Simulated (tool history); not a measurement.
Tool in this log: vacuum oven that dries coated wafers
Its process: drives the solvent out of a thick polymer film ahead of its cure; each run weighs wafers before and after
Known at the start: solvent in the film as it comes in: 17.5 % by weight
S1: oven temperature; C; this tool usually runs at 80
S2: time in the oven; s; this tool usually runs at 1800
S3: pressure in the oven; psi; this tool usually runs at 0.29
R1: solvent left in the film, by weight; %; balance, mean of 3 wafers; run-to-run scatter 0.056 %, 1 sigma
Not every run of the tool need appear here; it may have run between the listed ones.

run,day,S1,S2,S3,R1
1,0,80,1800,0.29,2.56
2,0.675,80,1800,0.29,2.66
3,1.508,80,1800,0.29,2.65
4,3.004,80,1800,0.29,2.52
5,3.75,80,1800,0.29,2.55
6,4.754,80,1800,0.29,2.6
7,5.904,86,1800,0.29,1.57
8,7.458,80,1800,0.29,2.63
9,8.246,80,1800,0.29,2.68
10,9.588,80,1800,0.29,2.7
11,11.083,88,1800,0.29,1.35
# day 11.221: vacuum gauge cleaned of residue and calibrated
12,12,88,1800,0.29,1.42
13,13.321,88,1800,0.29,1.46
14,14.704,88,1800,0.29,1.4
# day 15.238: vacuum gauge cleaned of residue and calibrated, once more
15,16.246,88,2160,0.244,0.9
16,16.975,88,2160,0.244,0.88
17,18.083,88,2160,0.244,0.88
18,18.879,70,1800,0.247,5.04
19,19.942,70,1020,0.247,7.59
20,20.804,70,1020,0.247,7.58
21,21.758,70,1020,0.247,7.74
22,22.446,70,1020,0.247,7.63
23,23.983,92,1920,0.174,0.69
24,25.529,90,2640,0.524,1.22
25,26.442,90,2640,0.524,1.14
26,27.904,75,1800,0.29,3.8
27,29.325,68,1260,0.29,7.4
28,30.138,70,1140,0.29,7.31

Consider 5 possible next runs. They are alternatives, not a sequence: every one starts from the tool as it was left by run 28. What does each give?
A,31.221,90,1140,0.158,?
B,31.221,79,1680,0.148,?
C,31.221,80,1200,0.325,?
D,31.221,80,1800,0.294,?
E,31.221,80,1800,0.376,?

run,R1
A,2.08
B,2.75
C,4.49
D,2.56
E,2.97
What these runs would have given with no unlogged condition in the tool:
run,R1
A,2.07
B,2.73
C,4.47
D,2.54
E,2.95
